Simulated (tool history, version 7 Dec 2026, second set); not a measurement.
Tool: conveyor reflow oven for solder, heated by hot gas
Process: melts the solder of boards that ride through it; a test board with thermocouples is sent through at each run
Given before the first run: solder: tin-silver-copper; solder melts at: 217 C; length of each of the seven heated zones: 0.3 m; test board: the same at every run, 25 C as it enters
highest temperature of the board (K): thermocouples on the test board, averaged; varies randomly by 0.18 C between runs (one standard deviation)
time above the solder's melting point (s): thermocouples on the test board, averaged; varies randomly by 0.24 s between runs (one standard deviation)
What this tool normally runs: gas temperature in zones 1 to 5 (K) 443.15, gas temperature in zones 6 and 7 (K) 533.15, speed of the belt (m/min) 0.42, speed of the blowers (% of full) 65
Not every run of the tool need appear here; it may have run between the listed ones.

run,hour,gas temperature in zones 1 to 5 (K),gas temperature in zones 6 and 7 (K),speed of the belt (m/min),speed of the blowers (% of full),highest temperature of the board (K),time above the solder's melting point (s)
1,0,443.15,533.15,0.42,65,519.05,58.3
2,32.4,443.15,527.15,0.42,65,513.65,52.4
3,53,443.15,533.15,0.42,65,518.85,57.8
4,73.2,443.15,536.15,0.42,65,521.65,60
5,100.8,443.15,536.15,0.42,65,521.55,60.4
6,142.8,443.15,536.15,0.42,65,521.35,59.9
7,185.8,443.15,533.15,0.42,65,518.75,57.6
8,213.9,443.15,533.15,0.42,69,519.75,58.5
9,247.8,443.15,533.15,0.42,65,518.45,57.4
10,278.1,443.15,533.15,0.443,65,516.75,51.6
11,318.6,443.15,533.15,0.443,65,516.75,51.8
# hour 326.9: flux residue cleaned out of gas plates and filters
12,344.1,443.15,533.15,0.42,81,519.15,58.2
13,376.6,443.15,533.15,0.42,81,518.95,58.2
14,418.5,443.15,533.15,0.42,81,518.95,58.3
15,447.3,443.15,523.15,0.42,65,508.05,44.7
16,481.6,443.15,523.15,0.42,65,508.15,44.1
17,505.7,443.15,533.15,0.394,65,519.15,61.1
18,534.2,428.15,533.15,0.452,65,510.45,38
19,564,443.15,547.15,0.42,65,528.95,65.9
# hour 582.9: flux residue cleaned out of gas plates and filters, once more
20,594,443.15,547.15,0.42,65,534.25,70.3
21,626.5,443.15,547.15,0.48,65,529.05,57.6
22,652.6,432.15,536.15,0.48,65,517.15,44.8
23,696.9,432.15,536.15,0.48,65,517.35,44.7
# hour 732.7: belt drive overhauled, speed set with a stopwatch
24,740.7,452.15,537.15,0.42,65,525.35,66.5
25,776.5,436.15,537.15,0.474,65,518.45,46.2
26,808.3,443.15,543.15,0.42,65,528.85,65.8
27,832.8,443.15,533.15,0.42,65,520.45,58.2
28,873.5,452.15,533.15,0.42,72,522.95,65.1

Expected results for the next run?
29,895.6,452.15,533.15,0.42,72,?,?

{"run 29": {"highest temperature of the board (K)": 522.75, "time above the solder's melting point (s)": 64.8}}
With no hidden state in the tool, this same run would have given highest temperature of the board (K) 521.05, time above the solder's melting point (s) 63.7.

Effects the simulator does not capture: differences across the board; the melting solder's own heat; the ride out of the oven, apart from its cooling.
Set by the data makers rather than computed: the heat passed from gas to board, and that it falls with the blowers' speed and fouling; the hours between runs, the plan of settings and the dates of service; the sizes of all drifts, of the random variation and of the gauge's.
